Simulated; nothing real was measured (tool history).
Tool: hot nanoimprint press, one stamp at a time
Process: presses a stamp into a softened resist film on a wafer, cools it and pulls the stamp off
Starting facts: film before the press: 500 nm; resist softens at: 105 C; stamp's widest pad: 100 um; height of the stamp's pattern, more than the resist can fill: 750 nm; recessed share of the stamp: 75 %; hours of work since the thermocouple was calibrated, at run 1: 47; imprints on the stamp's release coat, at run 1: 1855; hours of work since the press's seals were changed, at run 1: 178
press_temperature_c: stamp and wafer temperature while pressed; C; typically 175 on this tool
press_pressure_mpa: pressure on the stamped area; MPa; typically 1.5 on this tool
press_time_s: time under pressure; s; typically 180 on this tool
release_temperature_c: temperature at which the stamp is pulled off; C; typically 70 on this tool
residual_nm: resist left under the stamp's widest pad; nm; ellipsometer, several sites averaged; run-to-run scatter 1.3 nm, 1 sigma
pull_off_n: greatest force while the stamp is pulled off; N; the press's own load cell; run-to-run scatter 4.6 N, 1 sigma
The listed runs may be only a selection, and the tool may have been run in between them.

run,day,press_temperature_c,press_pressure_mpa,press_time_s,release_temperature_c,hours of work since the thermocouple was calibrated,imprints on the stamp's release coat,hours of work since the press's seals were changed,residual_nm,pull_off_n
1,0.000,175,1.5,180,70,47,1855,178,197.9,354
2,0.175,175,1.5,180,70,50,1871,180,197.3,355
3,0.496,175,1.5,180,55,55,1899,185,201.0,424
4,0.742,175,1.5,180,61,59,1921,189,196.0,393
5,0.992,175,1.5,180,70,63,1943,193,197.3,342
6,1.171,175,1.5,180,70,65,1959,196,197.5,354
7,1.429,175,1.5,180,70,69,1982,200,195.9,350
8,1.812,175,1.5,338,70,75,2016,206,154.6,355
9,2.117,175,1.5,338,70,80,2043,210,155.8,357
10,2.404,175,1.5,338,70,85,2068,215,155.8,370
11,2.754,175,1.5,338,70,90,2099,220,157.0,371
12,2.996,175,1.5,180,70,94,2121,224,199.9,371
13,3.396,175,1.5,180,70,100,2156,230,198.6,376
# day 3.871: stamp cleaned and given a new release coat
14,3.896,175,1.5,180,70,104,2,234,199.1,223
15,4.196,175,1.5,103,70,108,29,239,240.7,234
16,4.529,175,1.5,103,70,114,59,244,240.1,234

What will run 17 give?
17,4.929,179,1.5,103,71,120,94,250,?,?

Run 17 produced residual_nm 214.1 nm, pull_off_n 227 N.
If the tool had no hidden condition, the same run with the same run-to-run variation would have returned residual_nm 210.5 nm, pull_off_n 220 N.

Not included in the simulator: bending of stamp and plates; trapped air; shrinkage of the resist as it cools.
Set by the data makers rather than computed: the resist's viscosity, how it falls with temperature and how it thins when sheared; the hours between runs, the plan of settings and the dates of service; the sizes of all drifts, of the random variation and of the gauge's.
